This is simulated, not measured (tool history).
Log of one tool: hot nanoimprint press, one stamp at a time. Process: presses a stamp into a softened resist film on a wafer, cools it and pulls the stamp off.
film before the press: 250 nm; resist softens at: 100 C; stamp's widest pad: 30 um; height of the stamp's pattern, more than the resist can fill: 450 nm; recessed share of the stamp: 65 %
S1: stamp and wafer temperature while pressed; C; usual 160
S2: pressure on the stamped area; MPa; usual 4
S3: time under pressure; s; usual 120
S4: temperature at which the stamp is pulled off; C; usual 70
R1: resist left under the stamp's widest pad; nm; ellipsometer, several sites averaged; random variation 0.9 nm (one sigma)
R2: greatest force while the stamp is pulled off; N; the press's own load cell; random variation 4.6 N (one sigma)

| run | day | S1 | S2 | S3 | S4 | R1 | R2 |
|---|---|---|---|---|---|---|---|
| 1 | 0 | 160 | 4 | 120 | 70 | 138.2 | 226 |
| 2 | 0.208 | 160 | 4 | 120 | 71 | 137.6 | 221 |
| 3 | 0.467 | 171 | 4 | 120 | 70 | 84.2 | 226 |
| 4 | 0.842 | 171 | 4 | 103 | 70 | 88.7 | 224 |
| 5 | 1.225 | 171 | 4 | 103 | 70 | 89.7 | 222 |
| 6 | 1.45 | 171 | 4 | 103 | 70 | 89.2 | 222 |
| 7 | 1.642 | 171 | 3.73 | 103 | 70 | 92.4 | 225 |
| 8 | 1.85 | 171 | 3.73 | 103 | 70 | 91.7 | 225 |
|  | 2.162 | plate thermocouple calibrated |
| 9 | 2.162 | 171 | 3.73 | 103 | 70 | 94.2 | 225 |
| 10 | 2.421 | 171 | 3.73 | 103 | 70 | 93.2 | 225 |
| 11 | 2.746 | 171 | 5.57 | 103 | 70 | 73.5 | 217 |
| 12 | 2.992 | 160 | 5.48 | 120 | 70 | 119.1 | 225 |
| 13 | 3.312 | 160 | 5.48 | 120 | 70 | 118.6 | 218 |
| 14 | 3.646 | 160 | 5.48 | 120 | 70 | 118.1 | 234 |
| 15 | 3.988 | 160 | 4 | 120 | 70 | 138.6 | 237 |
| 16 | 4.329 | 150 | 4.61 | 198 | 70 | 173.5 | 221 |
| 17 | 4.708 | 150 | 4.61 | 198 | 70 | 172.8 | 223 |

Run 18 comes next. What will it give?
| 18 | 4.904 | 162 | 4.4 | 120 | 70 | ? | ? |

Run 18 gave R1 120.4 nm, R2 225 N.
Without the tool's hidden state the same run would have given R1 120.3 nm, R2 223 N.

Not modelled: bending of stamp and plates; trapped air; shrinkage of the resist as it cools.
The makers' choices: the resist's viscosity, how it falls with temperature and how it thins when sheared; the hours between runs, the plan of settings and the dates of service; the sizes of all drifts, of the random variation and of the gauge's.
